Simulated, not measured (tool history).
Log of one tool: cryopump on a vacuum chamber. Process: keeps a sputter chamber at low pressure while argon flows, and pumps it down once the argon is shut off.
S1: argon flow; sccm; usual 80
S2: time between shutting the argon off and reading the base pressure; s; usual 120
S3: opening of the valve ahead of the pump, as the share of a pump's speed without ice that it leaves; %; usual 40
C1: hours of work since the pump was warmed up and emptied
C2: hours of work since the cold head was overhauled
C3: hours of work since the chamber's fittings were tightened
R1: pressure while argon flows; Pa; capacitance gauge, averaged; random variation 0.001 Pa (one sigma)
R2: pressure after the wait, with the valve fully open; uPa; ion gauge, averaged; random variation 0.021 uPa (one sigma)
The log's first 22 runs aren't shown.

{"run": 23, "hour": 236.2, "S1": 56, "S2": 120, "S3": 40, "C1": 613, "C2": 613, "C3": 1589, "R1": 0.1617, "R2": 1.32}
{"run": 24, "hour": 246.8, "S1": 72, "S2": 31, "S3": 20, "C1": 623, "C2": 623, "C3": 1598, "R1": 0.4032, "R2": 1.96}
{"run": 25, "hour": 253.4, "S1": 70, "S2": 21, "S3": 40, "C1": 629, "C2": 629, "C3": 1604, "R1": 0.2053, "R2": 2.46}
{"run": 26, "hour": 264.6, "S1": 89, "S2": 40, "S3": 40, "C1": 639, "C2": 639, "C3": 1614, "R1": 0.2617, "R2": 1.83}
{"run": 27, "hour": 271.3, "S1": 50, "S2": 40, "S3": 53, "C1": 645, "C2": 645, "C3": 1620, "R1": 0.1125, "R2": 1.82}
{"run": 28, "hour": 279.9, "S1": 104, "S2": 22, "S3": 26, "C1": 652, "C2": 652, "C3": 1628, "R1": 0.4539, "R2": 2.41}
{"run": 29, "hour": 290.9, "S1": 80, "S2": 120, "S3": 16, "C1": 662, "C2": 662, "C3": 1638, "R1": 0.5589, "R2": 1.34}
{"run": 30, "hour": 306.8, "S1": 101, "S2": 224, "S3": 26, "C1": 677, "C2": 677, "C3": 1652, "R1": 0.4416, "R2": 1.26}
{"run": 31, "hour": 313.8, "S1": 101, "S2": 224, "S3": 26, "C1": 683, "C2": 683, "C3": 1658, "R1": 0.4425, "R2": 1.3}

The next listed run, before its measurement:
{"run": 32, "hour": 329.0, "S1": 80, "S2": 35, "S3": 41, "C1": 696, "C2": 696, "C3": 1672, "R1": "?", "R2": "?"}

R1: 0.2303 Pa
R2: 1.93 uPa
Without the tool's hidden state the same run would have given R1 0.2098 Pa, R2 0.95 uPa.
